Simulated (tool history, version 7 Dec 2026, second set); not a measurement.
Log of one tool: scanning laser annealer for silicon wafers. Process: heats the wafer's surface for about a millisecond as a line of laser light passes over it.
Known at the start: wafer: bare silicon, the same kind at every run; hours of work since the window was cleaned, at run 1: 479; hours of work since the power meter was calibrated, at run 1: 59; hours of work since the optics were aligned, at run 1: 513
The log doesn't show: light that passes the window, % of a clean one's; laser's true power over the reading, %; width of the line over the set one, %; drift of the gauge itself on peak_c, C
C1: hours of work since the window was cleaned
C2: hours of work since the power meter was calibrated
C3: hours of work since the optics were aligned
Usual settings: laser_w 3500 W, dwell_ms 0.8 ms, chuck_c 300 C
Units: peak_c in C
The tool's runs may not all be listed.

run 1 hour=0 | laser_w=3500 dwell_ms=0.8 chuck_c=300 | C1=479 C2=59 C3=513 | peak_c=1001
run 2 hour=7.1 | laser_w=3500 dwell_ms=0.8 chuck_c=292 | C1=483 C2=63 C3=517 | peak_c=992
run 3 hour=14.7 | laser_w=3500 dwell_ms=0.8 chuck_c=326 | C1=488 C2=67 C3=522 | peak_c=1027
run 4 hour=31.2 | laser_w=3500 dwell_ms=0.8 chuck_c=326 | C1=497 C2=76 C3=531 | peak_c=1023
run 5 hour=42.6 | laser_w=3500 dwell_ms=0.8 chuck_c=326 | C1=503 C2=83 C3=537 | peak_c=1021
run 6 hour=57.7 | laser_w=3500 dwell_ms=0.8 chuck_c=300 | C1=512 C2=91 C3=546 | peak_c=997
-- hour=62.7 window over the wafer cleaned
run 7 hour=70.9 | laser_w=3500 dwell_ms=0.8 chuck_c=332 | C1=5 C2=98 C3=552 | peak_c=1052
run 8 hour=78.8 | laser_w=3500 dwell_ms=0.8 chuck_c=332 | C1=9 C2=102 C3=557 | peak_c=1049
run 9 hour=86.4 | laser_w=3500 dwell_ms=0.8 chuck_c=300 | C1=13 C2=106 C3=561 | peak_c=1017
run 10 hour=99 | laser_w=3500 dwell_ms=0.8 chuck_c=300 | C1=20 C2=113 C3=568 | peak_c=1015
run 11 hour=115.1 | laser_w=3500 dwell_ms=0.8 chuck_c=300 | C1=30 C2=122 C3=577 | peak_c=1018
run 12 hour=125.5 | laser_w=3500 dwell_ms=0.8 chuck_c=300 | C1=35 C2=128 C3=583 | peak_c=1015
run 13 hour=132.4 | laser_w=3500 dwell_ms=0.8 chuck_c=300 | C1=39 C2=132 C3=587 | peak_c=1017
run 14 hour=148.7 | laser_w=3500 dwell_ms=0.8 chuck_c=300 | C1=48 C2=141 C3=596 | peak_c=1016
run 15 hour=157.4 | laser_w=3500 dwell_ms=0.8 chuck_c=300 | C1=53 C2=146 C3=601 | peak_c=1017
run 16 hour=164.5 | laser_w=3500 dwell_ms=0.688 chuck_c=300 | C1=57 C2=150 C3=605 | peak_c=961
run 17 hour=181.1 | laser_w=3500 dwell_ms=0.688 chuck_c=300 | C1=67 C2=160 C3=614 | peak_c=960
run 18 hour=195.6 | laser_w=3500 dwell_ms=0.688 chuck_c=300 | C1=75 C2=168 C3=622 | peak_c=960
run 19 hour=204.2 | laser_w=3744 dwell_ms=0.688 chuck_c=300 | C1=80 C2=173 C3=627 | peak_c=1019
-- hour=209.9 optics aligned, line set to its width
run 20 hour=220.3 | laser_w=3744 dwell_ms=0.688 chuck_c=300 | C1=86 C2=179 C3=6 | peak_c=1018
run 21 hour=231.9 | laser_w=3744 dwell_ms=0.858 chuck_c=286 | C1=92 C2=185 C3=12 | peak_c=1089
run 22 hour=247.5 | laser_w=3013 dwell_ms=0.882 chuck_c=323 | C1=101 C2=194 C3=21 | peak_c=942
-- hour=255.6 optics aligned, line set to its width, once more
run 23 hour=263.1 | laser_w=3500 dwell_ms=0.588 chuck_c=323 | C1=107 C2=200 C3=4 | peak_c=942
run 24 hour=274.9 | laser_w=3781 dwell_ms=0.588 chuck_c=336 | C1=114 C2=207 C3=11 | peak_c=1018
run 25 hour=289.3 | laser_w=3781 dwell_ms=0.588 chuck_c=336 | C1=122 C2=215 C3=19 | peak_c=1015
run 26 hour=299.3 | laser_w=3781 dwell_ms=0.916 chuck_c=297 | C1=128 C2=221 C3=25 | peak_c=1148
run 27 hour=312.8 | laser_w=3500 dwell_ms=0.729 chuck_c=332 | C1=135 C2=228 C3=32 | peak_c=1020
run 28 hour=328.1 | laser_w=3093 dwell_ms=0.79 chuck_c=300 | C1=144 C2=237 C3=41 | peak_c=912
run 29 hour=341.1 | laser_w=3500 dwell_ms=0.597 chuck_c=277 | C1=151 C2=244 C3=48 | peak_c=902
run 30 hour=355.6 | laser_w=3500 dwell_ms=0.597 chuck_c=277 | C1=159 C2=252 C3=56 | peak_c=898
run 31 hour=370.1 | laser_w=3717 dwell_ms=0.8 chuck_c=264 | C1=167 C2=260 C3=64 | peak_c=1042
run 32 hour=383.5 | laser_w=3717 dwell_ms=0.659 chuck_c=288 | C1=175 C2=268 C3=72 | peak_c=992
run 33 hour=399.5 | laser_w=3500 dwell_ms=0.955 chuck_c=300 | C1=184 C2=277 C3=81 | peak_c=1086
run 34 hour=411.4 | laser_w=3651 dwell_ms=0.728 chuck_c=298 | C1=191 C2=284 C3=88 | peak_c=1024
run 35 hour=420.5 | laser_w=3160 dwell_ms=0.608 chuck_c=261 | C1=196 C2=289 C3=93 | peak_c=811
run 36 hour=431.1 | laser_w=2981 dwell_ms=0.699 chuck_c=274 | C1=202 C2=295 C3=99 | peak_c=826

Some steps in peak_c between neighbouring runs. How much of each would the tool show without its hidden state too (settings, what came in, random variation), and how much is left for the hidden state, with any gauge scatter that isn't in both results?
Run 6 -> 7: chuck_c 300 -> 332, window over the wafer cleaned. peak_c +55 C: hidden state +21, all else +34.
Run 21 -> 22: laser_w 3744 -> 3013, dwell_ms 0.858 -> 0.882, chuck_c 286 -> 323. peak_c -147 C: hidden state +5, all else -152.
Run 22 -> 23: laser_w 3013 -> 3500, dwell_ms 0.882 -> 0.588, optics aligned, line set to its width, once more. peak_c +0 C: hidden state +11, all else -11.
Run 30 -> 31: laser_w 3500 -> 3717, dwell_ms 0.597 -> 0.8, chuck_c 277 -> 264. peak_c +144 C: hidden state -3, all else +147.
Run 34 -> 35: laser_w 3651 -> 3160, dwell_ms 0.728 -> 0.608, chuck_c 298 -> 261. peak_c -213 C: hidden state +3, all else -216.
